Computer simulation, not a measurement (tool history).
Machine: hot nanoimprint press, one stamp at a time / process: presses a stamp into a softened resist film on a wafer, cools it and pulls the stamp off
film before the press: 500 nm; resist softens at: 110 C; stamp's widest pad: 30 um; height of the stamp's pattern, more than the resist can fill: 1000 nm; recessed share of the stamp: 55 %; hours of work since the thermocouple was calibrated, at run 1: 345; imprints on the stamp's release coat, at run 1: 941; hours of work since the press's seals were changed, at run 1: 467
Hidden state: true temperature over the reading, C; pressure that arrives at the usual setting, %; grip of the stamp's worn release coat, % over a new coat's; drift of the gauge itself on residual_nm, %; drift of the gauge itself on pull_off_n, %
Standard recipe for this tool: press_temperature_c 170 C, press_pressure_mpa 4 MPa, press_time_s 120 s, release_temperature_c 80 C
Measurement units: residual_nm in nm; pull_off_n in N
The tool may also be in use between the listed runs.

run    day  press_temperature_c  press_pressure_mpa  press_time_s  release_temperature_c  hours of work since the thermocouple was calibrated  imprints on the stamp's release coat  hours of work since the press's seals were changed  residual_nm  pull_off_n
  1      0                  170                   4           120                     80                                                  345                                   941                                                 467        248.3         105
  2  2.179                  170                   4           120                     80                                                  370                                  1102                                                 492        249.9         105
  3  3.317                  170                   4           120                     80                                                  384                                  1186                                                 505        250.8         110
     4.075  -- plate thermocouple calibrated
  4  4.912                  170                   4           130                     80                                                   10                                  1295                                                 523        239.4         106
  5  6.696                  170                   4           130                     80                                                   31                                  1427                                                 544        243.7         107
     7.154  -- stamp cleaned and given a new release coat
  6  8.296                  170                   4           130                     80                                                   46                                    84                                                 559        243.8         104
  7  9.296                  170                   4           130                     80                                                   58                                   158                                                 571        242.7         104

Forecast run 8:
  8  11.229                  161                   4           120                     80                                                   81                                   301                                                 594            ?           ?

{"run 8": {"residual_nm": 371.3, "pull_off_n": 105}}
The same run, on a tool lacking any hidden state, would have yielded residual_nm 371.1 nm, pull_off_n 105 N.

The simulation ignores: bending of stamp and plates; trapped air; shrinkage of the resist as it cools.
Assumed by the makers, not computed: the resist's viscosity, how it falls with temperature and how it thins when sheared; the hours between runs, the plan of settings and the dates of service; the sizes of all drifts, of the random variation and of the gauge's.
